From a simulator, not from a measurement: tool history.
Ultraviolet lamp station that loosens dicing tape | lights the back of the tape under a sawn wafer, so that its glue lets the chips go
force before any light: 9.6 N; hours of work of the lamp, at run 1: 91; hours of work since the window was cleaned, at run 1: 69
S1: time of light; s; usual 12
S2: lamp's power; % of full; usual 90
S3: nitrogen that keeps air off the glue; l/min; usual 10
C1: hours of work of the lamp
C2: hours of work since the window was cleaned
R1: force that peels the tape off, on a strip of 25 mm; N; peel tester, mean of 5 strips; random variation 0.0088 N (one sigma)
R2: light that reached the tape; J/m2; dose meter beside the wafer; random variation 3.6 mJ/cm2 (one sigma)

run   hour  S1  S2  S3   C1   C2     R1    R2
  1    0.0  12  90  10   91   69  0.405  5490
  2   11.2  12  90  10   98   75  0.413  5500
  3   19.1  12  90  10  102   80  0.412  5500
  4   26.3  12  90  10  106   83  0.422  5420
  5   32.0  12  90  10  109   86  0.429  5440
  6   42.3  12  90  10  114   92  0.438  5470
  7   53.3  12  90  10  120   98  0.430  5360
  8   58.5  12  90   6  123  101  0.634  5390
  9   69.5  12  90   6  129  107  0.637  5400
 10   74.5  12  89  10  131  109  0.449  5260
 11   85.2  12  90   9  137  115  0.461  5290
 12   95.3  13  94  10  143  120  0.346  5960
 13  103.4   9  62   4  147  125  2.680  2730
 14  108.9   6  65  15  150  128  2.466  1900
 15  114.6  21  77   5  153  131  0.329  7860
 16  119.6  12  90   3  156  133  1.129  5170
 17  128.8  11  84  12  161  138  0.558  4460
 18  138.6  23  89  10  166  144  0.208  9920
 19  143.9  13  88   5  169  146  0.693  5520
 20  153.1  13  73   5  174  151  1.017  4520
 21  157.9  20  63   8  176  154  0.413  6040
 22  164.1  20  66  15  179  157  0.277  6280

5 ways to go on from here, each from the tool as it stands after run 22. What would each give?
  A  173.2  15  60   7  184  162   ?   ?
  B  173.2  22  66   5  184  162   ?   ?
  C  173.2   8  90  16  184  162   ?   ?
  D  173.2  21  90  10  184  162   ?   ?
  E  173.2  20  66   7  184  162   ?   ?

run     R1    R2
  A  0.912  4240
  B  0.433  6890
  C  0.832  3420
  D  0.196  9000
  E  0.411  6280
Without the tool's hidden state the same runs would have given:
run     R1     R2
  A  0.686   4860
  B  0.332   7900
  C  0.626   3930
  D  0.184  10310
  E  0.320   7200
